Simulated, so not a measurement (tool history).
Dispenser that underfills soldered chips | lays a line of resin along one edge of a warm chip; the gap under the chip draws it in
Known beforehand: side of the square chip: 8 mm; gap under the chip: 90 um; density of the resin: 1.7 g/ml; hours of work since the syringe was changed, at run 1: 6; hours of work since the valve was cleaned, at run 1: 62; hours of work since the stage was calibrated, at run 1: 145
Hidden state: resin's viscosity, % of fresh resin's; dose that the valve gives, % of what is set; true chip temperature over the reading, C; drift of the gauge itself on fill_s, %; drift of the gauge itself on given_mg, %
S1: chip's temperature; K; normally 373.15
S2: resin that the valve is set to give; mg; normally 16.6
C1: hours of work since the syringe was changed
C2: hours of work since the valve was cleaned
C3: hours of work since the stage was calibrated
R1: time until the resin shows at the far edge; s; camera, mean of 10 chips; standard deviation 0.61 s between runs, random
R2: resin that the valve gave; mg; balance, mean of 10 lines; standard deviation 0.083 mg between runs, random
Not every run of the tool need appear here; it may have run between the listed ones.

Run 1, hour 0: usual settings; C1 6; C2 62; C3 145. Result: R1 77.5 s, R2 15.73 mg.
At hour 2.3: new syringe of resin.
Run 2, hour 6.5: usual settings but S1 381.15 K; C1 3; C2 67; C3 149. Result: R1 44 s, R2 15.68 mg.
At hour 12.3: new syringe of resin.
Run 3, hour 17.2: usual settings but S1 381.15 K; C1 4; C2 74; C3 157. Result: R1 48.4 s, R2 15.54 mg.
At hour 21.7: new syringe of resin.
Run 4, hour 29.4: usual settings but S1 364.15 K; C1 6; C2 83; C3 166. Result: R1 114.7 s, R2 15.51 mg.
At hour 31.1: new syringe of resin.
Run 5, hour 37.8: usual settings but S1 374.15 K; C1 5; C2 89; C3 172. Result: R1 71.1 s, R2 15.43 mg.
At hour 40.3: new syringe of resin.
At hour 50.1: new syringe of resin.
Run 6, hour 51.3: usual settings but S1 374.15 K; C1 1; C2 98; C3 181. Result: R1 51.4 s, R2 15.37 mg.
Run 7, hour 57.5: usual settings but S1 374.15 K; C1 5; C2 103; C3 186. Result: R1 73.5 s, R2 15.17 mg.
At hour 59.2: new syringe of resin.
At hour 68.9: new syringe of resin.
At hour 70.7: dispensing valve cleaned and set on the balance.
Run 8, hour 73.7: usual settings but S1 374.15 K; C1 3; C2 2; C3 196. Result: R1 59.1 s, R2 16.57 mg.
At hour 79: new syringe of resin.
Run 9, hour 81.8: usual settings but S1 386.15 K; C1 2; C2 8; C3 202. Result: R1 33.3 s, R2 16.54 mg.
At hour 88.1: new syringe of resin.
Run 10, hour 95.9: usual settings but S1 386.15 K; C1 6; C2 18; C3 212. Result: R1 46.9 s, R2 16.42 mg.
At hour 97.5: new syringe of resin.
Run 11, hour 105.6: usual settings but S2 17.2 mg; C1 6; C2 25; C3 219. Result: R1 80.2 s, R2 16.9 mg.
At hour 106.9: new syringe of resin.
At hour 117.4: new syringe of resin.
Run 12, hour 118.2: usual settings but S1 379.15 K; C1 1; C2 34; C3 228. Result: R1 40.2 s, R2 16.09 mg.
At hour 126.6: new syringe of resin.
Run 13, hour 128.7: usual settings but S2 21.4 mg; C1 2; C2 41; C3 236. Result: R1 54.1 s, R2 20.67 mg.
At hour 136.3: new syringe of resin.
Run 14, hour 141.5: usual settings but S2 21.4 mg; C1 4; C2 51; C3 245. Result: R1 65.2 s, R2 20.56 mg.
At hour 146.4: new syringe of resin.
Run 15, hour 149.6: usual settings but S1 365.15 K; C1 2; C2 56; C3 251. Result: R1 83.4 s, R2 15.83 mg.
At hour 155.8: new syringe of resin.
At hour 165.4: new syringe of resin.
Run 16, hour 165.4: usual settings; C1 0; C2 68; C3 262. Result: R1 49.4 s, R2 15.86 mg.
Run 17, hour 172.2: usual settings; C1 5; C2 73; C3 267. Result: R1 73.6 s, R2 15.53 mg.
At hour 174.5: new syringe of resin.
Run 18, hour 182.8: usual settings; C1 6; C2 80; C3 274. Result: R1 79.3 s, R2 15.56 mg.
At hour 184.2: new syringe of resin.
At hour 193.9: new syringe of resin.
Run 19, hour 197.9: usual settings but S1 372.15 K, S2 16.3 mg; C1 3; C2 91; C3 285. Result: R1 65.5 s, R2 15.12 mg.
At hour 203.4: new syringe of resin.
Run 20, hour 206.9: usual settings but S1 372.15 K, S2 16.3 mg; C1 3; C2 97; C3 292. Result: R1 63.5 s, R2 14.95 mg.
At hour 212.7: new syringe of resin.
Run 21, hour 213.7: usual settings but S1 372.15 K, S2 16.3 mg; C1 1; C2 102; C3 296. Result: R1 53.5 s, R2 14.84 mg.
At hour 222.9: new syringe of resin.
At hour 228.4: dispensing valve cleaned and set on the balance.
Run 22, hour 228.7: usual settings but S1 372.15 K, S2 16.3 mg; C1 4; C2 0; C3 306. Result: R1 67.8 s, R2 16.14 mg.
At hour 233.6: new syringe of resin.
At hour 243.6: new syringe of resin.
Run 23, hour 244.4: usual settings but S2 15.4 mg; C1 1; C2 11; C3 318. Result: R1 51 s, R2 15.2 mg.
At hour 253.4: new syringe of resin.
Run 24, hour 259.1: usual settings but S1 378.15 K, S2 17.7 mg; C1 4; C2 22; C3 328. Result: R1 54 s, R2 17.36 mg.
At hour 262.5: new syringe of resin.
Run 25, hour 265.8: usual settings but S1 376.15 K, S2 21 mg; C1 2; C2 27; C3 333. Result: R1 51.3 s, R2 20.54 mg.
At hour 272.2: new syringe of resin.
Run 26, hour 274.9: usual settings but S1 376.15 K, S2 18.6 mg; C1 2; C2 33; C3 339. Result: R1 48.5 s, R2 18.01 mg.
At hour 282: new syringe of resin.
Run 27, hour 283.6: usual settings but S1 384.15 K, S2 16.5 mg; C1 1; C2 39; C3 346. Result: R1 32.4 s, R2 15.91 mg.
At hour 291.7: new syringe of resin.
Run 28, hour 293.1: usual settings but S1 384.15 K, S2 16.5 mg; C1 1; C2 46; C3 352. Result: R1 32.4 s, R2 15.76 mg.
At hour 301.3: new syringe of resin.
Run 29, hour 308.3: usual settings but S1 379.15 K; C1 5; C2 57; C3 363. Result: R1 58.1 s, R2 15.96 mg.
At hour 310.6: new syringe of resin.
Run 30, hour 314.8: usual settings but S1 369.15 K, S2 20.5 mg; C1 3; C2 62; C3 368. Result: R1 73.3 s, R2 19.41 mg.
At hour 319.7: new syringe of resin.
Run 31, hour 323.9: usual settings but S1 365.15 K, S2 17.4 mg; C1 3; C2 68; C3 374. Result: R1 87.5 s, R2 16.41 mg.
At hour 329.1: new syringe of resin.
Run 32, hour 333.4: usual settings but S1 375.15 K, S2 20.4 mg; C1 3; C2 75; C3 381. Result: R1 57.3 s, R2 19.21 mg.
At hour 338.6: new syringe of resin.
Run 33, hour 341.8: usual settings but S1 375.15 K, S2 20.4 mg; C1 2; C2 81; C3 387. Result: R1 50.7 s, R2 19.02 mg.

Table of differences, measured result less the result of that run with no hidden state. Run-to-run variation is the same in both. Gauge scatter possibly is not:
run     R1     R2
  1  +26.3  -0.84
  2   +8.1  -0.89
  3  +10.6     -1
  4  +37.3  -1.13
  5  +21.2   -1.2
  6   +0.6  -1.34
  7  +23.7  -1.39
  8   +9.2  -0.05
  9   +3.1  -0.13
 10  +16.1  -0.27
 11  +27.8  -0.36
 12   -0.8  -0.46
 13   +2.5  -0.73
 14  +13.7  -0.89
 15   +8.5  -0.76
 16   -3.5  -0.94
 17  +21.7     -1
 18  +26.7  -1.12
 19   +9.4  -1.25
 20   +8.3  -1.32
 21   -0.6  -1.38
 22  +12.5  +0.01
 23   -1.2  -0.14
 24  +11.4  -0.32
 25   +4.9  -0.45
 26     +3   -0.5
 27   -0.6  -0.53
 28     +0  -0.62
 29  +16.7  -0.78
 30   +9.9  -1.03
 31  +11.8  -0.97
 32   +8.9  -1.27
 33   +3.3  -1.35
